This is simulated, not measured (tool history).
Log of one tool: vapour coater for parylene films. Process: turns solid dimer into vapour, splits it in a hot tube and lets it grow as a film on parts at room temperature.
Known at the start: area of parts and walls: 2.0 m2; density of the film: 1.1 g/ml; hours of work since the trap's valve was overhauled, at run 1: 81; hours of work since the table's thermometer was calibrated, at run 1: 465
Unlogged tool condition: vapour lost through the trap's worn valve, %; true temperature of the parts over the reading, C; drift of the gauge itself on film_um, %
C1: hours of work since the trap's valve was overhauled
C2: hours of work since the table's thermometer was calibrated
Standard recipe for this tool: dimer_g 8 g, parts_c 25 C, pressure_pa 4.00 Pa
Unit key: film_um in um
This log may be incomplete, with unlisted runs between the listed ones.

Run 1, hour 0.0: usual settings; C1 81; C2 465. Result: film_um 2.76 um.
Run 2, hour 25.7: usual settings but parts_c 28 C; C1 96; C2 480. Result: film_um 2.61 um.
Run 3, hour 66.6: usual settings but parts_c 28 C; C1 118; C2 502. Result: film_um 2.56 um.
Run 4, hour 99.4: usual settings but parts_c 28 C; C1 137; C2 521. Result: film_um 2.55 um.
Run 5, hour 144.0: usual settings but parts_c 28 C; C1 162; C2 546. Result: film_um 2.54 um.
Run 6, hour 167.0: usual settings but dimer_g 6 g; C1 174; C2 558. Result: film_um 2.06 um.
Run 7, hour 211.9: usual settings but dimer_g 6 g; C1 199; C2 583. Result: film_um 2.01 um.
Run 8, hour 261.0: usual settings but dimer_g 6 g; C1 227; C2 611. Result: film_um 2.03 um.
Run 9, hour 288.1: usual settings but dimer_g 6 g; C1 242; C2 626. Result: film_um 2.00 um.
Run 10, hour 334.7: usual settings but dimer_g 13 g; C1 268; C2 652. Result: film_um 4.39 um.
Run 11, hour 364.5: usual settings; C1 284; C2 668. Result: film_um 2.66 um.
Run 12, hour 387.6: usual settings; C1 297; C2 681. Result: film_um 2.70 um.
Run 13, hour 417.8: usual settings; C1 314; C2 698. Result: film_um 2.73 um.
Run 14, hour 452.6: usual settings but parts_c 21 C; C1 333; C2 717. Result: film_um 2.86 um.
Run 15, hour 485.1: usual settings but parts_c 21 C; C1 352; C2 735. Result: film_um 2.88 um.
Run 16, hour 532.4: usual settings but dimer_g 14 g, parts_c 21 C; C1 378; C2 762. Result: film_um 5.01 um.
Run 17, hour 576.0: usual settings but dimer_g 12 g; C1 402; C2 786. Result: film_um 3.96 um.
Run 18, hour 610.6: usual settings; C1 421; C2 805. Result: film_um 2.60 um.
Run 19, hour 658.4: usual settings; C1 448; C2 832. Result: film_um 2.58 um.
Run 20, hour 693.5: usual settings but dimer_g 4 g, parts_c 34 C, pressure_pa 7.56 Pa; C1 468; C2 851. Result: film_um 1.03 um.
Run 21, hour 734.2: usual settings but dimer_g 4 g, parts_c 34 C, pressure_pa 7.56 Pa; C1 490; C2 874. Result: film_um 1.05 um.
Run 22, hour 779.8: usual settings but dimer_g 4 g, parts_c 33 C, pressure_pa 6.54 Pa; C1 516; C2 900. Result: film_um 1.04 um.
Run 23, hour 812.9: usual settings but dimer_g 4 g, parts_c 33 C, pressure_pa 6.54 Pa; C1 534; C2 918. Result: film_um 1.05 um.
Run 24, hour 841.7: usual settings but dimer_g 7 g, parts_c 33 C, pressure_pa 6.54 Pa; C1 550; C2 934. Result: film_um 1.81 um.
At hour 857.9: trap's valve overhauled.
Run 25, hour 893.1: usual settings but dimer_g 11 g, parts_c 33 C, pressure_pa 6.54 Pa; C1 20; C2 960. Result: film_um 3.16 um.
Run 26, hour 918.6: usual settings but dimer_g 6 g, parts_c 29 C, pressure_pa 5.03 Pa; C1 34; C2 975. Result: film_um 1.86 um.
Run 27, hour 939.9: usual settings but dimer_g 9 g, parts_c 33 C, pressure_pa 9.72 Pa; C1 46; C2 986. Result: film_um 2.53 um.
Run 28, hour 974.9: usual settings but dimer_g 3 g, parts_c 23 C, pressure_pa 9.67 Pa; C1 65; C2 1006. Result: film_um 1.02 um.
Run 29, hour 1022.8: usual settings but dimer_g 5 g; C1 92; C2 1033. Result: film_um 1.73 um.
Run 30, hour 1045.8: usual settings but dimer_g 5 g, pressure_pa 4.51 Pa; C1 105; C2 1045. Result: film_um 1.78 um.
Run 31, hour 1081.8: usual settings but dimer_g 6 g, pressure_pa 8.47 Pa; C1 125; C2 1065. Result: film_um 1.97 um.
Run 32, hour 1103.5: usual settings but dimer_g 6 g, pressure_pa 8.47 Pa; C1 137; C2 1078. Result: film_um 1.93 um.
Run 33, hour 1146.2: usual settings but dimer_g 14 g, parts_c 31 C, pressure_pa 8.93 Pa; C1 161; C2 1101. Result: film_um 3.99 um.
Run 34, hour 1178.4: usual settings but dimer_g 14 g, parts_c 31 C, pressure_pa 8.93 Pa; C1 178; C2 1119. Result: film_um 3.96 um.
Run 35, hour 1210.6: usual settings but parts_c 18 C, pressure_pa 5.88 Pa; C1 196; C2 1137. Result: film_um 3.06 um.
Run 36, hour 1262.8: usual settings but dimer_g 4 g, parts_c 29 C, pressure_pa 2.05 Pa; C1 225; C2 1166. Result: film_um 1.31 um.
Run 37, hour 1307.2: usual settings but dimer_g 4 g, parts_c 29 C, pressure_pa 2.05 Pa; C1 250; C2 1191. Result: film_um 1.29 um.
Run 38, hour 1357.3: usual settings but dimer_g 9 g, parts_c 28 C, pressure_pa 3.87 Pa; C1 278; C2 1219. Result: film_um 2.83 um.

Predict each of these 5 candidate next runs independently; none follows another, all start after run 38:
Run A, hour 1406.2: usual settings but dimer_g 3 g, parts_c 28 C, pressure_pa 3.87 Pa; C1 305; C2 1246. Result: film_um ?.
Run B, hour 1406.2: usual settings but dimer_g 4 g, parts_c 22 C, pressure_pa 4.19 Pa; C1 305; C2 1246. Result: film_um ?.
Run C, hour 1406.2: usual settings but dimer_g 9 g, pressure_pa 3.87 Pa; C1 305; C2 1246. Result: film_um ?.
Run D, hour 1406.2: usual settings but dimer_g 9 g, pressure_pa 3.87 Pa; C1 305; C2 1246. Result: film_um ?.
Run E, hour 1406.2: usual settings but dimer_g 10 g, parts_c 28 C, pressure_pa 4.28 Pa; C1 305; C2 1246. Result: film_um ?.

run  film_um
  A     0.95
  B     1.40
  C     3.05
  D     2.99
  E     3.10
The same runs, with their run-to-run variation unchanged, on a tool lacking any hidden condition would have given:
run  film_um
  A     1.02
  B     1.50
  C     3.27
  D     3.21
  E     3.32
